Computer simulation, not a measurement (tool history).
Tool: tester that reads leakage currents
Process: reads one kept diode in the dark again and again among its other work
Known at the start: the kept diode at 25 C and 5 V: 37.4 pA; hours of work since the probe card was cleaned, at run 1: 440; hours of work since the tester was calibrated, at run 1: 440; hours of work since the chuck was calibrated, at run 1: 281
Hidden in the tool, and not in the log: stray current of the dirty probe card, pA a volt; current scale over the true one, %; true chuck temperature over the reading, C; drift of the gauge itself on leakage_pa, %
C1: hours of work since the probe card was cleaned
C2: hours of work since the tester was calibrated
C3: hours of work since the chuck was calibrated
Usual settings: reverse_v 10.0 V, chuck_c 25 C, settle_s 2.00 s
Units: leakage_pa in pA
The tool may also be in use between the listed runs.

run 1 hour=0.0 | reverse_v=10.0 chuck_c=25 settle_s=2.00 | C1=440 C2=440 C3=281 | leakage_pa=51.16
run 2 hour=145.5 | reverse_v=10.0 chuck_c=25 settle_s=2.00 | C1=530 C2=530 C3=371 | leakage_pa=51.89
run 3 hour=282.1 | reverse_v=1.2 chuck_c=25 settle_s=2.00 | C1=615 C2=615 C3=456 | leakage_pa=22.23
run 4 hour=452.9 | reverse_v=1.2 chuck_c=25 settle_s=2.00 | C1=721 C2=721 C3=562 | leakage_pa=22.43
run 5 hour=634.1 | reverse_v=10.0 chuck_c=25 settle_s=2.00 | C1=834 C2=834 C3=675 | leakage_pa=53.92
run 6 hour=777.4 | reverse_v=10.0 chuck_c=25 settle_s=2.00 | C1=923 C2=923 C3=764 | leakage_pa=54.48
run 7 hour=857.7 | reverse_v=10.0 chuck_c=25 settle_s=2.00 | C1=973 C2=973 C3=814 | leakage_pa=54.80
run 8 hour=945.1 | reverse_v=1.3 chuck_c=25 settle_s=2.00 | C1=1027 C2=1027 C3=868 | leakage_pa=23.63
run 9 hour=1117.6 | reverse_v=1.3 chuck_c=25 settle_s=2.00 | C1=1134 C2=1134 C3=975 | leakage_pa=23.90
-- hour=1151.0 chuck's temperature calibrated
run 10 hour=1244.2 | reverse_v=1.3 chuck_c=25 settle_s=2.00 | C1=1212 C2=1212 C3=58 | leakage_pa=22.84
run 11 hour=1341.6 | reverse_v=1.3 chuck_c=25 settle_s=2.04 | C1=1272 C2=1272 C3=118 | leakage_pa=23.03
run 12 hour=1507.0 | reverse_v=10.0 chuck_c=25 settle_s=2.00 | C1=1375 C2=1375 C3=221 | leakage_pa=54.49
run 13 hour=1624.1 | reverse_v=2.2 chuck_c=25 settle_s=2.00 | C1=1448 C2=1448 C3=294 | leakage_pa=28.96
run 14 hour=1763.8 | reverse_v=2.2 chuck_c=25 settle_s=2.00 | C1=1534 C2=1534 C3=381 | leakage_pa=29.31
run 15 hour=1947.4 | reverse_v=2.2 chuck_c=25 settle_s=2.00 | C1=1648 C2=1648 C3=495 | leakage_pa=29.60
run 16 hour=2109.4 | reverse_v=2.2 chuck_c=25 settle_s=2.00 | C1=1749 C2=1749 C3=595 | leakage_pa=29.63
run 17 hour=2265.6 | reverse_v=2.2 chuck_c=25 settle_s=2.00 | C1=1846 C2=1846 C3=692 | leakage_pa=29.79
run 18 hour=2358.6 | reverse_v=7.1 chuck_c=25 settle_s=2.00 | C1=1904 C2=1904 C3=750 | leakage_pa=50.05
run 19 hour=2481.5 | reverse_v=7.1 chuck_c=25 settle_s=2.00 | C1=1980 C2=1980 C3=827 | leakage_pa=50.57
run 20 hour=2610.3 | reverse_v=7.1 chuck_c=48 settle_s=2.00 | C1=2060 C2=2060 C3=907 | leakage_pa=295.66
run 21 hour=2707.6 | reverse_v=10.0 chuck_c=23 settle_s=7.25 | C1=2121 C2=2121 C3=967 | leakage_pa=51.45
-- hour=2757.3 chuck's temperature calibrated
run 22 hour=2804.5 | reverse_v=10.0 chuck_c=25 settle_s=1.04 | C1=2180 C2=2180 C3=29 | leakage_pa=57.43
run 23 hour=2927.8 | reverse_v=10.0 chuck_c=25 settle_s=1.51 | C1=2256 C2=2256 C3=106 | leakage_pa=57.73
run 24 hour=3010.5 | reverse_v=5.5 chuck_c=40 settle_s=0.65 | C1=2308 C2=2308 C3=157 | leakage_pa=140.92
run 25 hour=3180.9 | reverse_v=11.3 chuck_c=44 settle_s=2.00 | C1=2414 C2=2414 C3=263 | leakage_pa=257.39
run 26 hour=3293.3 | reverse_v=1.2 chuck_c=53 settle_s=0.53 | C1=2483 C2=2483 C3=333 | leakage_pa=203.83
run 27 hour=3403.4 | reverse_v=1.2 chuck_c=53 settle_s=0.53 | C1=2552 C2=2552 C3=401 | leakage_pa=205.59
run 28 hour=3522.6 | reverse_v=1.2 chuck_c=53 settle_s=0.53 | C1=2626 C2=2626 C3=475 | leakage_pa=205.02
run 29 hour=3643.2 | reverse_v=8.5 chuck_c=25 settle_s=2.37 | C1=2701 C2=2701 C3=550 | leakage_pa=56.66
run 30 hour=3807.0 | reverse_v=1.0 chuck_c=35 settle_s=6.69 | C1=2802 C2=2802 C3=652 | leakage_pa=49.70
run 31 hour=3898.7 | reverse_v=8.9 chuck_c=43 settle_s=0.43 | C1=2859 C2=2859 C3=709 | leakage_pa=225.01
run 32 hour=3986.0 | reverse_v=2.3 chuck_c=57 settle_s=0.43 | C1=2914 C2=2914 C3=763 | leakage_pa=358.98
-- hour=4119.0 probe card cleaned and baked
run 33 hour=4150.1 | reverse_v=2.3 chuck_c=57 settle_s=0.43 | C1=19 C2=3014 C3=863 | leakage_pa=359.70
-- hour=4204.7 tester calibrated
run 34 hour=4289.8 | reverse_v=3.2 chuck_c=43 settle_s=6.46 | C1=105 C2=53 C3=949 | leakage_pa=144.89
-- hour=4365.9 chuck's temperature calibrated
run 35 hour=4421.0 | reverse_v=10.9 chuck_c=39 settle_s=0.47 | C1=185 C2=133 C3=34 | leakage_pa=164.34
run 36 hour=4547.1 | reverse_v=3.1 chuck_c=25 settle_s=7.81 | C1=263 C2=211 C3=113 | leakage_pa=31.86
run 37 hour=4651.6 | reverse_v=3.1 chuck_c=25 settle_s=7.81 | C1=328 C2=276 C3=177 | leakage_pa=32.08
run 38 hour=4778.2 | reverse_v=7.2 chuck_c=47 settle_s=7.53 | C1=407 C2=355 C3=256 | leakage_pa=259.46
run 39 hour=4922.7 | reverse_v=7.2 chuck_c=47 settle_s=7.53 | C1=497 C2=445 C3=346 | leakage_pa=261.55
run 40 hour=5024.0 | reverse_v=6.3 chuck_c=40 settle_s=7.53 | C1=560 C2=508 C3=409 | leakage_pa=147.01

Some steps in leakage_pa between neighbouring runs. How much of each would the tool show without its hidden state too (settings, what came in, random variation), and how much is left for the hidden state, with any gauge scatter that isn't in both results?
Run 19 -> 20: chuck_c 25 -> 48. leakage_pa +245.09 pA: hidden state +13.88, all else +231.21.
Run 20 -> 21: reverse_v 7.1 -> 10.0, chuck_c 48 -> 23, settle_s 2.00 -> 7.25. leakage_pa -244.21 pA: hidden state -11.18, all else -233.03.
Run 30 -> 31: reverse_v 1.0 -> 8.9, chuck_c 35 -> 43, settle_s 6.69 -> 0.43. leakage_pa +175.31 pA: hidden state +16.53, all else +158.78.
Run 33 -> 34: reverse_v 2.3 -> 3.2, chuck_c 57 -> 43, settle_s 0.43 -> 6.46, tester calibrated. leakage_pa -214.81 pA: hidden state -12.66, all else -202.15.
Run 37 -> 38: reverse_v 3.1 -> 7.2, chuck_c 25 -> 47, settle_s 7.81 -> 7.53. leakage_pa +227.38 pA: hidden state +5.19, all else +222.19.

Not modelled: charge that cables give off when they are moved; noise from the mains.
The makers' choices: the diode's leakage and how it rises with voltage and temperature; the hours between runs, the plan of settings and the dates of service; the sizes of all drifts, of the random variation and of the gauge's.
